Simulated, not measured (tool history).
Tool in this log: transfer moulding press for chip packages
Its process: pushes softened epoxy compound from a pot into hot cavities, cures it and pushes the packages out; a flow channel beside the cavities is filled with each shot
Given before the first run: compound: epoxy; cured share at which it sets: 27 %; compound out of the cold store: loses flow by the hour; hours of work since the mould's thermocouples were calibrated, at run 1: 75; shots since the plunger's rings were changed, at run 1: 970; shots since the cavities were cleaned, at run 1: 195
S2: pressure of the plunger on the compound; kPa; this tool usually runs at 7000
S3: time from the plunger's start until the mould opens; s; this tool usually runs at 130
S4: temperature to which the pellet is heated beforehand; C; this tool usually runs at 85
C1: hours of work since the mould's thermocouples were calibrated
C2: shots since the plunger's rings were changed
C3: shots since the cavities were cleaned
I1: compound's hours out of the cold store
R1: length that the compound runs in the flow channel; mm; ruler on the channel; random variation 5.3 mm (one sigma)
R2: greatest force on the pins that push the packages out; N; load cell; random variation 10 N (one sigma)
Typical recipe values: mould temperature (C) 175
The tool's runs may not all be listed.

Run 1, hour 0: usual settings; C1 75; C2 970; C3 195; I1 20.4. Result: R1 947 mm, R2 676 N.
Run 2, hour 23.8: usual settings; C1 86; C2 1129; C3 354; I1 9.6. Result: R1 990 mm, R2 817 N.
Run 3, hour 42.1: usual settings but S3 110 s; C1 94; C2 1252; C3 477; I1 14.1. Result: R1 972 mm, R2 1181 N.
Run 4, hour 64.2: usual settings but S3 110 s; C1 104; C2 1400; C3 625; I1 35.2. Result: R1 869 mm, R2 1185 N.
Run 5, hour 84.3: usual settings but S3 110 s; C1 113; C2 1535; C3 760; I1 10.8. Result: R1 989 mm, R2 1307 N.
At hour 102.1: cavities cleaned with cleaning compound and waxed.
Run 6, hour 103.4: usual settings; C1 120; C2 1652; C3 8; I1 41.4. Result: R1 841 mm, R2 447 N.
Run 7, hour 116.8: usual settings but S3 123 s; C1 126; C2 1743; C3 99; I1 41.9. Result: R1 836 mm, R2 608 N.
Run 8, hour 144.3: usual settings but S3 123 s; C1 139; C2 1926; C3 282; I1 16.1. Result: R1 947 mm, R2 828 N.
Run 9, hour 159.1: usual settings but S3 123 s; C1 145; C2 2025; C3 381; I1 24.7. Result: R1 904 mm, R2 864 N.
Run 10, hour 177.4: usual settings but S3 123 s, S4 79 C; C1 153; C2 2148; C3 504; I1 19.5. Result: R1 924 mm, R2 889 N.
Run 11, hour 188.9: usual settings but S3 123 s, S4 79 C; C1 159; C2 2226; C3 582; I1 13.2. Result: R1 952 mm, R2 973 N.
Run 12, hour 215.2: usual settings but S3 123 s, S4 79 C; C1 170; C2 2401; C3 757; I1 10.2. Result: R1 962 mm, R2 1028 N.
At hour 232.7: cavities cleaned with cleaning compound and waxed.
Run 13, hour 244.3: usual settings but S3 123 s, S4 79 C; C1 183; C2 2587; C3 78; I1 11.9. Result: R1 956 mm, R2 630 N.
Run 14, hour 266.9: usual settings but S3 123 s, S4 79 C; C1 193; C2 2738; C3 229; I1 14.1. Result: R1 936 mm, R2 782 N.
Run 15, hour 290.8: usual settings but mould temperature (C) 172, S2 5820 kPa, S3 123 s, S4 77 C; C1 203; C2 2898; C3 389; I1 41. Result: R1 752 mm, R2 1037 N.
Run 16, hour 304: usual settings but S4 87 C; C1 209; C2 2987; C3 478; I1 9.9. Result: R1 948 mm, R2 811 N.
Run 17, hour 328.7: usual settings but S2 7010 kPa, S3 143 s, S4 87 C; C1 220; C2 3152; C3 643; I1 47. Result: R1 797 mm, R2 748 N.
Run 18, hour 356.6: usual settings but S2 7010 kPa, S3 143 s, S4 87 C; C1 233; C2 3339; C3 830; I1 30.3. Result: R1 852 mm, R2 777 N.
At hour 364.4: cavities cleaned with cleaning compound and waxed.
Run 19, hour 378.6: usual settings but S2 7010 kPa, S3 143 s, S4 87 C; C1 242; C2 3476; C3 95; I1 17.4. Result: R1 903 mm, R2 511 N.
At hour 395.1: plunger's sealing rings changed.
Run 20, hour 398.5: usual settings but mould temperature (C) 181, S2 5210 kPa, S3 129 s, S4 87 C; C1 250; C2 23; C3 212; I1 33.3. Result: R1 764 mm, R2 553 N.
Run 21, hour 426.4: usual settings but mould temperature (C) 171, S2 7510 kPa, S3 129 s; C1 262; C2 210; C3 399; I1 40.5. Result: R1 918 mm, R2 983 N.
Run 22, hour 450.9: usual settings but mould temperature (C) 176, S2 6380 kPa, S3 132 s, S4 90 C; C1 273; C2 374; C3 563; I1 34.5. Result: R1 850 mm, R2 753 N.
Run 23, hour 470.7: usual settings but S3 147 s; C1 282; C2 506; C3 695; I1 20.9. Result: R1 948 mm, R2 762 N.
Run 24, hour 489.9: usual settings but S3 147 s; C1 290; C2 635; C3 824; I1 24.8. Result: R1 941 mm, R2 769 N.
At hour 497.2: cavities cleaned with cleaning compound and waxed.
Run 25, hour 511.7: usual settings but S2 7680 kPa, S3 139 s; C1 299; C2 771; C3 97; I1 47.5. Result: R1 864 mm, R2 524 N.

Predict each of these 4 candidate next runs independently; none follows another, all start after run 25:
Run A, hour 530.2: usual settings but S2 7680 kPa, S3 139 s, S4 84 C; C1 308; C2 895; C3 221; I1 33.3. Result: R1 ?, R2 ?.
Run B, hour 530.2: usual settings but mould temperature (C) 181, S4 87 C; C1 308; C2 895; C3 221; I1 33.6. Result: R1 ?, R2 ?.
Run C, hour 530.2: usual settings but mould temperature (C) 177, S4 79 C; C1 308; C2 895; C3 221; I1 18.2. Result: R1 ?, R2 ?.
Run D, hour 530.2: usual settings but mould temperature (C) 170, S2 7680 kPa, S3 139 s; C1 308; C2 895; C3 221; I1 25.3. Result: R1 ?, R2 ?.

run   R1   R2
  A  921  633
  B  878  545
  C  939  644
  D  980  828
With no hidden state in the tool, these same runs would have given:
run    R1   R2
  A   940  437
  B   896  372
  C   958  445
  D  1001  575
